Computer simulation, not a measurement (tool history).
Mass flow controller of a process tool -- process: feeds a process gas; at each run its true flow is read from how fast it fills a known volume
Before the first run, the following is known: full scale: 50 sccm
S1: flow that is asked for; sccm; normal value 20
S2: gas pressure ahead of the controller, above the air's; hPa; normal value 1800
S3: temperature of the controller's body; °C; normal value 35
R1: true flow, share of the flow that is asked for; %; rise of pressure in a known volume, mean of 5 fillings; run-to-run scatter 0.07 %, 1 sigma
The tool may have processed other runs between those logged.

{"run": 1, "hour": 0.0, "S1": 20, "S2": 1800, "S3": 35, "R1": 98.46}
{"run": 2, "hour": 152.5, "S1": 20, "S2": 1800, "S3": 22, "R1": 98.41}
{"run": 3, "hour": 309.8, "S1": 20, "S2": 1800, "S3": 23, "R1": 98.51}
{"run": 4, "hour": 472.5, "S1": 20, "S2": 1800, "S3": 35, "R1": 98.8}
{"run": 5, "hour": 664.4, "S1": 20, "S2": 1800, "S3": 35, "R1": 98.81}
{"run": 6, "hour": 848.9, "S1": 24, "S2": 1800, "S3": 35, "R1": 98.7}
{"run": 7, "hour": 991.5, "S1": 20, "S2": 1800, "S3": 27, "R1": 98.51}
{"run": 8, "hour": 1204.0, "S1": 20, "S2": 2230, "S3": 35, "R1": 98.56}
{"run": 9, "hour": 1406.6, "S1": 20, "S2": 2230, "S3": 35, "R1": 98.46}
{"run": 10, "hour": 1615.2, "S1": 20, "S2": 2230, "S3": 35, "R1": 98.49}
{"run": 11, "hour": 1807.1, "S1": 20, "S2": 2230, "S3": 35, "R1": 98.68}
{"run": 12, "hour": 1896.4, "S1": 13, "S2": 2130, "S3": 36, "R1": 98.85}
{"run": 13, "hour": 2054.7, "S1": 20, "S2": 1410, "S3": 29, "R1": 98.55}
{"run": 14, "hour": 2142.4, "S1": 20, "S2": 1410, "S3": 29, "R1": 98.65}
{"run": 15, "hour": 2298.6, "S1": 20, "S2": 1720, "S3": 31, "R1": 98.56}

Alternative continuations, all from the tool just after run 15; predict every row:
{"run": "A", "hour": 2506.5, "S1": 13, "S2": 1910, "S3": 32, "R1": "?"}
{"run": "B", "hour": 2506.5, "S1": 29, "S2": 2150, "S3": 26, "R1": "?"}
{"run": "C", "hour": 2506.5, "S1": 7, "S2": 2130, "S3": 24, "R1": "?"}

run=A R1=98.77
run=B R1=98.43
run=C R1=99.97
Without the tool's unlogged condition, the same runs would have read:
run=A R1=98.03
run=B R1=98.73
run=C R1=97.61
